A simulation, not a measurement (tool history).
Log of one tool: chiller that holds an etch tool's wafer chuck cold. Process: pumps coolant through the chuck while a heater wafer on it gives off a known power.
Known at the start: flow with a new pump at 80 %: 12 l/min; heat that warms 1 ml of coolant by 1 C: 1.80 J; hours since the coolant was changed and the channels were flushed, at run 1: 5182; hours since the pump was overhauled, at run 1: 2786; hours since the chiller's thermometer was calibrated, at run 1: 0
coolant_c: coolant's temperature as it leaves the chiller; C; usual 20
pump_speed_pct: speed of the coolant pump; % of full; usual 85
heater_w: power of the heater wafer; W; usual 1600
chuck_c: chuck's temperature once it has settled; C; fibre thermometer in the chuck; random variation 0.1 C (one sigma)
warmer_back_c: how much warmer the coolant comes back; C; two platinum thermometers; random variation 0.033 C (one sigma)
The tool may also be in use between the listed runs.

| run | hour | coolant_c | pump_speed_pct | heater_w | hours since the coolant was changed and the channels were flushed | hours since the pump was overhauled | hours since the chiller's thermometer was calibrated | chuck_c | warmer_back_c |
|---|---|---|---|---|---|---|---|---|---|
| 1 | 0.0 | 20 | 85 | 1600 | 5182 | 2786 | 0 | 29.7 | 4.16 |
| 2 | 75.6 | 20 | 85 | 1600 | 5257 | 2861 | 76 | 29.8 | 4.26 |
| 3 | 168.3 | 20 | 85 | 1600 | 5350 | 2954 | 168 | 29.9 | 4.18 |
| 4 | 268.9 | 20 | 92 | 1600 | 5451 | 3055 | 269 | 29.1 | 3.84 |
| 5 | 374.0 | 20 | 92 | 1600 | 5556 | 3160 | 374 | 29.1 | 3.80 |
| 6 | 438.1 | 20 | 92 | 1600 | 5620 | 3224 | 438 | 29.0 | 3.84 |
| 7 | 520.4 | 20 | 85 | 1600 | 5702 | 3306 | 520 | 29.7 | 4.07 |
| 8 | 584.8 | 20 | 85 | 1254 | 5766 | 3371 | 585 | 27.6 | 3.15 |
| 9 | 645.9 | 20 | 85 | 1254 | 5828 | 3432 | 646 | 27.7 | 3.13 |
| 10 | 691.9 | 20 | 85 | 1254 | 5874 | 3478 | 692 | 27.6 | 3.18 |
| 11 | 766.5 | 20 | 85 | 1600 | 5948 | 3552 | 767 | 29.8 | 4.06 |
|  | 833.9 | coolant changed, channels flushed |
| 12 | 865.5 | 20 | 85 | 1600 | 32 | 3645 | 859 | 29.8 | 4.04 |
| 13 | 940.0 | 20 | 85 | 1269 | 106 | 3720 | 934 | 27.5 | 3.14 |
| 14 | 987.3 | 14 | 97 | 1158 | 153 | 3767 | 981 | 20.4 | 2.53 |
| 15 | 1053.1 | 29 | 64 | 1983 | 219 | 3833 | 1047 | 44.7 | 6.76 |
| 16 | 1123.4 | 29 | 64 | 1983 | 289 | 3903 | 1117 | 44.6 | 6.71 |
| 17 | 1211.3 | 27 | 93 | 1600 | 377 | 3991 | 1205 | 36.2 | 3.61 |
| 18 | 1281.9 | 13 | 69 | 1847 | 448 | 4062 | 1276 | 26.6 | 5.67 |
| 19 | 1376.3 | 24 | 81 | 2209 | 542 | 4156 | 1370 | 38.0 | 5.86 |
| 20 | 1451.8 | 26 | 61 | 1565 | 618 | 4232 | 1446 | 39.0 | 5.39 |
| 21 | 1502.0 | 13 | 85 | 1404 | 668 | 4282 | 1496 | 21.6 | 3.45 |
| 22 | 1564.8 | 13 | 85 | 1404 | 731 | 4345 | 1559 | 21.5 | 3.38 |
| 23 | 1641.0 | 20 | 85 | 1716 | 807 | 4421 | 1635 | 30.5 | 4.18 |
| 24 | 1707.4 | 27 | 85 | 1756 | 873 | 4487 | 1701 | 37.7 | 4.33 |
| 25 | 1762.0 | 29 | 62 | 2219 | 928 | 4542 | 1756 | 46.8 | 7.63 |

The next listed run, before its measurement:
|  | 1770.6 | gauge calibrated |
| 26 | 1812.5 | 20 | 85 | 925 | 979 | 4592 | 1806 | ? | ? |

Run 26 gave chuck_c 25.7 C, warmer_back_c 2.41 C.
Without the tool's hidden state the same run would have given chuck_c 25.7 C, warmer_back_c 2.42 C.

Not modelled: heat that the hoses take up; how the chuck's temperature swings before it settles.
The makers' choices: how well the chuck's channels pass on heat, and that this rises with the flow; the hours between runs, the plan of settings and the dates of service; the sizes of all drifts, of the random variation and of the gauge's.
